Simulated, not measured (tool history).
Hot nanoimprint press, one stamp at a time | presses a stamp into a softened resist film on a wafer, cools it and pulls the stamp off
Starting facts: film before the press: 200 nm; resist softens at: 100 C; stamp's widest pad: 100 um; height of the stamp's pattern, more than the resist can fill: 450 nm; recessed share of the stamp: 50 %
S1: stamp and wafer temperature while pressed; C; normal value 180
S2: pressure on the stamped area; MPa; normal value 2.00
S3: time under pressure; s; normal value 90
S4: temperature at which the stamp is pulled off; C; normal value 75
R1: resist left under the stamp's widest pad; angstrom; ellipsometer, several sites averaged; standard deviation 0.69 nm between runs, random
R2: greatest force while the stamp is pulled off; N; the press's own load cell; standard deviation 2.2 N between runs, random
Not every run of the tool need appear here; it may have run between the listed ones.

run 1 hour=0.0 | S1=180 S2=2.00 S3=90 S4=75 | R1=827 R2=131
run 2 hour=26.5 | S1=180 S2=2.00 S3=90 S4=75 | R1=815 R2=133
-- hour=48.3 stamp cleaned and given a new release coat
run 3 hour=78.9 | S1=180 S2=2.00 S3=90 S4=75 | R1=832 R2=102
run 4 hour=106.4 | S1=180 S2=2.00 S3=90 S4=75 | R1=827 R2=106
-- hour=135.5 plate thermocouple calibrated
run 5 hour=167.6 | S1=180 S2=2.00 S3=64 S4=75 | R1=950 R2=115
run 6 hour=231.1 | S1=180 S2=2.00 S3=90 S4=75 | R1=859 R2=127
-- hour=256.2 plate thermocouple calibrated, once more
run 7 hour=274.4 | S1=180 S2=2.00 S3=90 S4=75 | R1=794 R2=130
-- hour=322.1 stamp cleaned and given a new release coat
run 8 hour=326.7 | S1=187 S2=2.00 S3=90 S4=75 | R1=603 R2=99
run 9 hour=388.2 | S1=187 S2=2.00 S3=146 S4=75 | R1=489 R2=107
run 10 hour=428.9 | S1=187 S2=2.00 S3=146 S4=75 | R1=493 R2=114
run 11 hour=481.0 | S1=187 S2=2.00 S3=146 S4=75 | R1=496 R2=126
run 12 hour=539.9 | S1=174 S2=2.00 S3=90 S4=75 | R1=1036 R2=126
-- hour=591.3 stamp cleaned and given a new release coat
run 13 hour=605.9 | S1=174 S2=2.00 S3=90 S4=75 | R1=1046 R2=97
run 14 hour=640.8 | S1=180 S2=2.00 S3=90 S4=75 | R1=825 R2=105
run 15 hour=684.5 | S1=180 S2=2.00 S3=90 S4=75 | R1=821 R2=111
run 16 hour=711.6 | S1=180 S2=2.00 S3=90 S4=75 | R1=828 R2=114
run 17 hour=751.6 | S1=180 S2=2.00 S3=90 S4=75 | R1=841 R2=121
run 18 hour=794.9 | S1=174 S2=2.63 S3=68 S4=67 | R1=1040 R2=141
run 19 hour=821.5 | S1=179 S2=1.32 S3=53 S4=67 | R1=1238 R2=144
-- hour=859.6 stamp cleaned and given a new release coat
-- hour=873.4 plate thermocouple calibrated
run 20 hour=890.6 | S1=178 S2=2.30 S3=78 S4=80 | R1=862 R2=96
run 21 hour=930.7 | S1=180 S2=2.28 S3=90 S4=75 | R1=770 R2=106
run 22 hour=986.8 | S1=184 S2=1.46 S3=48 S4=79 | R1=1012 R2=109
run 23 hour=1028.6 | S1=184 S2=2.33 S3=93 S4=66 | R1=655 R2=137
run 24 hour=1056.6 | S1=168 S2=2.35 S3=125 S4=75 | R1=1111 R2=126
run 25 hour=1107.0 | S1=168 S2=2.35 S3=125 S4=75 | R1=1112 R2=138
-- hour=1129.8 stamp cleaned and given a new release coat
run 26 hour=1148.0 | S1=187 S2=2.00 S3=90 S4=79 | R1=629 R2=92
run 27 hour=1188.4 | S1=180 S2=2.00 S3=173 S4=67 | R1=644 R2=114
run 28 hour=1243.4 | S1=190 S2=2.00 S3=90 S4=75 | R1=552 R2=117
run 29 hour=1281.0 | S1=180 S2=2.00 S3=63 S4=62 | R1=968 R2=140

Alternative continuations, all from the tool just after run 29; predict every row:
run A hour=1317.7 | S1=180 S2=1.75 S3=64 S4=67 | R1=? R2=?
run B hour=1317.7 | S1=180 S2=2.42 S3=90 S4=63 | R1=? R2=?
run C hour=1317.7 | S1=180 S2=2.28 S3=57 S4=75 | R1=? R2=?
run D hour=1317.7 | S1=180 S2=2.96 S3=161 S4=62 | R1=? R2=?

run=A R1=1032 R2=139
run=B R1=765 R2=148
run=C R1=945 R2=128
run=D R1=552 R2=148
With no hidden state in the tool, these same runs would have given:
run=A R1=983 R2=105
run=B R1=718 R2=112
run=C R1=893 R2=97
run=D R1=511 R2=112
